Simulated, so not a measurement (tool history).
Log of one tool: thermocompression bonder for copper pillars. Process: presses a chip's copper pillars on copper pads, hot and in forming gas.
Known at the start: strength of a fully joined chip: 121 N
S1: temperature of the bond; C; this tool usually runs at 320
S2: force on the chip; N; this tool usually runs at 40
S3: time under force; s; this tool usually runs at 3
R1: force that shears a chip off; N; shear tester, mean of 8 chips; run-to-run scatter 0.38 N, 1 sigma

run 1 day=0 | S1=320 S2=40 S3=3 | R1=80.6
run 2 day=1.083 | S1=345 S2=40 S3=3 | R1=97.4
run 3 day=1.558 | S1=345 S2=40 S3=3 | R1=96.2
run 4 day=2.312 | S1=320 S2=40 S3=3 | R1=79.1
run 5 day=3.183 | S1=320 S2=40 S3=3 | R1=78.9
run 6 day=3.708 | S1=320 S2=40 S3=3 | R1=78.7
run 7 day=4.425 | S1=320 S2=40 S3=3 | R1=79.4
run 8 day=4.992 | S1=320 S2=40 S3=3 | R1=78.4
run 9 day=5.833 | S1=320 S2=52 S3=3 | R1=89.3
run 10 day=6.888 | S1=320 S2=52 S3=3 | R1=88.6
run 11 day=7.762 | S1=320 S2=52 S3=3 | R1=89.1
run 12 day=8.533 | S1=320 S2=52 S3=3 | R1=88.6
run 13 day=9.321 | S1=320 S2=52 S3=3 | R1=87.4
run 14 day=10.175 | S1=320 S2=52 S3=3 | R1=87.9
run 15 day=11.112 | S1=320 S2=31 S3=3 | R1=64.6
run 16 day=11.6 | S1=320 S2=34 S3=3 | R1=69
run 17 day=12.308 | S1=320 S2=34 S3=3 | R1=69.5
run 18 day=13.271 | S1=320 S2=31 S3=3 | R1=64.2
run 19 day=13.892 | S1=320 S2=31 S3=3 | R1=64.7
run 20 day=14.95 | S1=320 S2=42 S3=3 | R1=77.1
run 21 day=15.938 | S1=316 S2=46 S3=3 | R1=78.2
-- day=16.554 forming gas filter changed
run 22 day=16.554 | S1=321 S2=35 S3=3 | R1=77.9
run 23 day=17.158 | S1=321 S2=35 S3=3 | R1=77.1
run 24 day=17.912 | S1=310 S2=33 S3=3 | R1=66.3
run 25 day=18.742 | S1=320 S2=40 S3=7 | R1=99.5
run 26 day=19.558 | S1=320 S2=40 S3=7 | R1=98.5
run 27 day=20.496 | S1=320 S2=37 S3=7 | R1=94.9
run 28 day=20.95 | S1=320 S2=37 S3=7 | R1=95
-- day=21.4 heater calibrated with a thermocouple chip
run 29 day=22.054 | S1=317 S2=55 S3=2 | R1=73.4
run 30 day=23.112 | S1=317 S2=55 S3=2 | R1=72.8
run 31 day=23.721 | S1=320 S2=36 S3=8 | R1=85.1
run 32 day=24.238 | S1=349 S2=37 S3=2 | R1=78.3
run 33 day=24.988 | S1=312 S2=28 S3=3 | R1=48.6
run 34 day=25.967 | S1=293 S2=43 S3=3 | R1=52
run 35 day=27.033 | S1=320 S2=57 S3=2 | R1=75.5
run 36 day=27.512 | S1=320 S2=57 S3=2 | R1=76.3
run 37 day=28.067 | S1=317 S2=27 S3=6 | R1=63.3
run 38 day=28.721 | S1=301 S2=41 S3=6 | R1=68.8
run 39 day=29.504 | S1=301 S2=41 S3=6 | R1=68.5
run 40 day=30.1 | S1=334 S2=56 S3=3 | R1=91.3

What if the next run were any one of these 3? Each begins from the tool's condition after run 40:
run A day=30.85 | S1=294 S2=31 S3=2 | R1=?
run B day=30.85 | S1=316 S2=34 S3=3 | R1=?
run C day=30.85 | S1=334 S2=33 S3=5 | R1=?

run=A R1=33.1
run=B R1=58.4
run=C R1=79.3
Stripped of hidden state, with their random variation kept, the same runs would have yielded:
run=A R1=37
run=B R1=65.1
run=C R1=88.3
